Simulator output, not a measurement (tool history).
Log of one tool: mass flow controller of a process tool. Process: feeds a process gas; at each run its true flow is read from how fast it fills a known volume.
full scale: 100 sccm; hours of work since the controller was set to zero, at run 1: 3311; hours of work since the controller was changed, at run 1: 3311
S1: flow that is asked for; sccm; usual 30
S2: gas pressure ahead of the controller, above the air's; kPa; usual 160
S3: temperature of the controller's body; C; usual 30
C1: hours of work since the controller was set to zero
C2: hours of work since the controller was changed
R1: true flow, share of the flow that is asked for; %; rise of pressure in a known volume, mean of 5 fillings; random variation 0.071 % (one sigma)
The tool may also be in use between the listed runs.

{"run": 1, "hour": 0.0, "S1": 30, "S2": 160, "S3": 30, "C1": 3311, "C2": 3311, "R1": 99.68}
{"run": 2, "hour": 96.3, "S1": 30, "S2": 160, "S3": 30, "C1": 3364, "C2": 3364, "R1": 99.88}
{"run": 3, "hour": 166.4, "S1": 30, "S2": 160, "S3": 30, "C1": 3403, "C2": 3403, "R1": 99.78}
{"run": 4, "hour": 242.6, "S1": 30, "S2": 160, "S3": 30, "C1": 3445, "C2": 3445, "R1": 99.71}
{"run": 5, "hour": 326.8, "S1": 30, "S2": 160, "S3": 30, "C1": 3491, "C2": 3491, "R1": 99.67}
{"run": 6, "hour": 433.7, "S1": 30, "S2": 160, "S3": 30, "C1": 3550, "C2": 3550, "R1": 99.72}
{"run": 7, "hour": 522.7, "S1": 30, "S2": 160, "S3": 30, "C1": 3599, "C2": 3599, "R1": 99.89}
{"run": 8, "hour": 565.8, "S1": 30, "S2": 160, "S3": 30, "C1": 3623, "C2": 3623, "R1": 99.74}
{"run": 9, "hour": 611.4, "S1": 30, "S2": 237, "S3": 30, "C1": 3648, "C2": 3648, "R1": 99.64}
{"run": 10, "hour": 713.9, "S1": 30, "S2": 237, "S3": 30, "C1": 3705, "C2": 3705, "R1": 99.44}
{"run": 11, "hour": 772.6, "S1": 30, "S2": 237, "S3": 30, "C1": 3737, "C2": 3737, "R1": 99.54}
{"run": 12, "hour": 864.4, "S1": 55, "S2": 237, "S3": 30, "C1": 3788, "C2": 3788, "R1": 99.82}
{"run": 13, "hour": 960.6, "S1": 55, "S2": 237, "S3": 30, "C1": 3841, "C2": 3841, "R1": 99.71}
{"run": 14, "hour": 1053.0, "S1": 55, "S2": 237, "S3": 30, "C1": 3892, "C2": 3892, "R1": 99.75}
{"run": 15, "hour": 1127.7, "S1": 55, "S2": 237, "S3": 30, "C1": 3933, "C2": 3933, "R1": 99.87}
{"run": 16, "hour": 1193.8, "S1": 30, "S2": 279, "S3": 38, "C1": 3969, "C2": 3969, "R1": 99.92}
{"run": 17, "hour": 1251.8, "S1": 10, "S2": 159, "S3": 22, "C1": 4001, "C2": 4001, "R1": 98.8}
{"run": 18, "hour": 1315.5, "S1": 10, "S2": 159, "S3": 24, "C1": 4036, "C2": 4036, "R1": 99.1}
{"run": 19, "hour": 1399.5, "S1": 10, "S2": 159, "S3": 24, "C1": 4083, "C2": 4083, "R1": 98.93}
{"run": 20, "hour": 1486.2, "S1": 38, "S2": 146, "S3": 25, "C1": 4130, "C2": 4130, "R1": 99.46}
{"run": 21, "hour": 1538.9, "S1": 38, "S2": 201, "S3": 31, "C1": 4160, "C2": 4160, "R1": 99.69}

Forecast run 22:
{"run": 22, "hour": 1608.0, "S1": 87, "S2": 277, "S3": 30, "C1": 4198, "C2": 4198, "R1": "?"}

Run 22 gave R1 100.03 %.
Without the tool's hidden state the same run would have given R1 100.04 %.

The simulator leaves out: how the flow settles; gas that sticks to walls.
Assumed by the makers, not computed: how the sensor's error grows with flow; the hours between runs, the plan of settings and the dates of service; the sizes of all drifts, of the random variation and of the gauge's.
